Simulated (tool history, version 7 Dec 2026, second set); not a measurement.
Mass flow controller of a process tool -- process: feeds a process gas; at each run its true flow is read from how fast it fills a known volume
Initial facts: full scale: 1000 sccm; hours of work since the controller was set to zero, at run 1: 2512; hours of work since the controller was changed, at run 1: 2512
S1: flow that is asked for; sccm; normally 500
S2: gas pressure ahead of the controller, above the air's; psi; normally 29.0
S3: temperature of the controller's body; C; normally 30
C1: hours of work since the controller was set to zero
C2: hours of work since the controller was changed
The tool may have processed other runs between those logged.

{"run": 1, "day": 0.0, "S1": 500, "S2": 29.0, "S3": 30, "C1": 2512, "C2": 2512, "true flow (%)": 100.06}
{"run": 2, "day": 2.958, "S1": 500, "S2": 29.0, "S3": 30, "C1": 2553, "C2": 2553, "true flow (%)": 100.01}
{"run": 3, "day": 4.725, "S1": 500, "S2": 29.0, "S3": 30, "C1": 2577, "C2": 2577, "true flow (%)": 100.2}
{"run": 4, "day": 7.229, "S1": 500, "S2": 29.0, "S3": 30, "C1": 2612, "C2": 2612, "true flow (%)": 100.04}
{"run": 5, "day": 9.721, "S1": 663, "S2": 29.0, "S3": 30, "C1": 2646, "C2": 2646, "true flow (%)": 100.41}
{"run": 6, "day": 11.204, "S1": 663, "S2": 29.0, "S3": 30, "C1": 2667, "C2": 2667, "true flow (%)": 100.5}
{"run": 7, "day": 14.571, "S1": 500, "S2": 29.0, "S3": 30, "C1": 2713, "C2": 2713, "true flow (%)": 100.1}
{"run": 8, "day": 16.142, "S1": 851, "S2": 29.0, "S3": 33, "C1": 2735, "C2": 2735, "true flow (%)": 101.37}
{"run": 9, "day": 19.258, "S1": 483, "S2": 39.5, "S3": 27, "C1": 2777, "C2": 2777, "true flow (%)": 99.84}
{"run": 10, "day": 22.367, "S1": 483, "S2": 39.5, "S3": 27, "C1": 2820, "C2": 2820, "true flow (%)": 99.99}
{"run": 11, "day": 24.538, "S1": 892, "S2": 37.1, "S3": 27, "C1": 2850, "C2": 2850, "true flow (%)": 101.01}
{"run": 12, "day": 26.375, "S1": 500, "S2": 40.0, "S3": 37, "C1": 2876, "C2": 2876, "true flow (%)": 101.02}
{"run": 13, "day": 28.112, "S1": 500, "S2": 40.0, "S3": 37, "C1": 2899, "C2": 2899, "true flow (%)": 101.04}
{"run": 14, "day": 29.779, "S1": 500, "S2": 40.0, "S3": 37, "C1": 2922, "C2": 2922, "true flow (%)": 101.19}

Measured minus without-hidden-state, run by run (identical run-to-run variation in each term; gauge scatter may differ):
Unlogged tool condition in this case: flow at rest that the sensor doesn't see, % of full scale; true flow over the shown one, %; drift of the gauge itself on true_pct, %.
run=1 true_flow_(%)=+0.34
run=2 true_flow_(%)=+0.34
run=3 true_flow_(%)=+0.36
run=4 true_flow_(%)=+0.37
run=5 true_flow_(%)=+0.56
run=6 true_flow_(%)=+0.57
run=7 true_flow_(%)=+0.39
run=8 true_flow_(%)=+0.71
run=9 true_flow_(%)=+0.38
run=10 true_flow_(%)=+0.39
run=11 true_flow_(%)=+0.78
run=12 true_flow_(%)=+0.43
run=13 true_flow_(%)=+0.44
run=14 true_flow_(%)=+0.44

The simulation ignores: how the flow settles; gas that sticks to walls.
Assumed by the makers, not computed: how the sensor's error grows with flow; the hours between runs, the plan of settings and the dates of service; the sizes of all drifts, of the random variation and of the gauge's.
